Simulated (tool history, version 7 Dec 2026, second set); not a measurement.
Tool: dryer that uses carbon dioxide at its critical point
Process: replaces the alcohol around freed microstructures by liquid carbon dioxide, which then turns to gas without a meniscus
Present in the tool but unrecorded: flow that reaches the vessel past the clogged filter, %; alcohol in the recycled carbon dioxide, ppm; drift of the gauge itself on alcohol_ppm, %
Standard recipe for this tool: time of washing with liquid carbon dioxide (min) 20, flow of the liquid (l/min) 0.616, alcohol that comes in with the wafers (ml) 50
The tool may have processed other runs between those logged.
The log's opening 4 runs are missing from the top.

| run | day | time of washing with liquid carbon dioxide (min) | flow of the liquid (l/min) | alcohol that comes in with the wafers (ml) | hours of work since the filter was changed | hours of work since the purifier's bed was changed | alcohol left in the vessel before it's heated (ppm by volume) |
|---|---|---|---|---|---|---|---|
| 5 | 1.383 | 20 | 0.616 | 50 | 78 | 43 | 133 |
| 6 | 1.679 | 20 | 0.616 | 50 | 80 | 45 | 129 |
| 7 | 2.146 | 20 | 0.616 | 50 | 84 | 49 | 134 |
| 8 | 2.408 | 20 | 0.616 | 22 | 86 | 51 | 74 |
| 9 | 2.671 | 20 | 0.616 | 114 | 88 | 53 | 292 |
| 10 | 2.871 | 20 | 0.616 | 114 | 90 | 54 | 281 |
| 11 | 3.242 | 20 | 0.616 | 114 | 93 | 57 | 293 |
| 12 | 3.592 | 20 | 0.616 | 114 | 95 | 60 | 299 |
| 13 | 4.021 | 20 | 0.616 | 114 | 99 | 63 | 310 |
| 14 | 4.371 | 20 | 0.616 | 114 | 101 | 66 | 311 |
| 15 | 4.588 | 20 | 0.616 | 88 | 103 | 68 | 248 |
| 16 | 4.917 | 20 | 0.616 | 88 | 106 | 70 | 244 |
| 17 | 5.125 | 20 | 0.616 | 88 | 107 | 72 | 244 |
| 18 | 5.517 | 20 | 0.616 | 50 | 110 | 75 | 159 |
| 19 | 5.892 | 20 | 0.616 | 50 | 113 | 78 | 158 |
| 20 | 6.312 | 20 | 0.616 | 50 | 117 | 81 | 159 |
| 21 | 6.625 | 20 | 0.616 | 50 | 119 | 83 | 165 |
| 22 | 6.908 | 20 | 0.616 | 50 | 121 | 86 | 167 |
| 23 | 7.196 | 22 | 0.962 | 77 | 123 | 88 | 32 |
| 24 | 7.662 | 22 | 0.962 | 77 | 127 | 91 | 36 |
| 25 | 7.904 | 22 | 0.962 | 77 | 129 | 93 | 27 |
| 26 | 8.2 | 22 | 0.962 | 77 | 131 | 96 | 23 |
| 27 | 8.662 | 12 | 0.616 | 50 | 135 | 99 | 1169 |

Estimate the outcome of run 28 from the log above:
| 28 | 9.133 | 12 | 0.616 | 50 | 138 | 103 | ? |

alcohol left in the vessel before it's heated (ppm by volume): 1202
Had the tool carried no hidden state, the very same run would have given alcohol left in the vessel before it's heated (ppm by volume) 816.
